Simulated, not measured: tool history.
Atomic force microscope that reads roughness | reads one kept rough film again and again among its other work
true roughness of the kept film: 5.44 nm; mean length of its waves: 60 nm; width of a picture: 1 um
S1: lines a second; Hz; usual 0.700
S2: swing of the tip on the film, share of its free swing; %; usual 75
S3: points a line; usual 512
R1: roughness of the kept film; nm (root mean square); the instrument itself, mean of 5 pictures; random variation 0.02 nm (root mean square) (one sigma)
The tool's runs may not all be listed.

run	day	S1	S2	S3	R1
1	0.000	0.700	75	512	4.895
2	1.146	0.700	75	512	4.783
3	2.292	0.700	75	351	4.690
4	3.212	0.700	73	512	4.651
# day 3.788: new tip fitted
5	4.046	0.700	75	512	4.973
6	5.071	0.700	75	512	4.870
7	6.146	0.700	75	512	4.804
8	7.342	0.700	75	512	4.725
9	8.321	0.700	75	512	4.630
# day 8.733: new tip fitted
10	9.642	0.700	75	512	4.938
11	10.646	0.700	75	512	4.827
12	12.517	0.700	75	512	4.706
# day 13.604: new tip fitted
13	13.696	0.700	75	512	4.957
14	14.912	2.456	75	512	4.402
15	16.788	0.700	75	355	4.709
16	18.367	0.700	75	355	4.614
# day 18.562: new tip fitted
17	19.758	0.700	75	512	4.933
18	21.183	0.700	75	512	4.776
19	22.379	0.700	75	512	4.679
# day 23.446: new tip fitted
20	24.138	0.700	75	512	4.940
21	25.717	0.700	75	512	4.819
22	27.471	0.700	75	512	4.690
# day 28.429: new tip fitted
23	29.258	0.700	75	512	4.891
24	31.142	0.700	75	512	4.779
25	32.208	0.700	75	512	4.704
# day 33.392: new tip fitted
26	33.662	0.700	75	512	4.967
27	34.971	1.939	59	512	4.832
28	36.767	1.689	58	606	4.728
29	37.829	1.572	75	472	4.403

The next listed run, before its measurement:
# day 38.346: new tip fitted
30	38.654	1.572	75	472	?

{"run 30": {"R1": 4.697}}
Without the tool's hidden state the same run would have given R1 4.756 nm (root mean square).
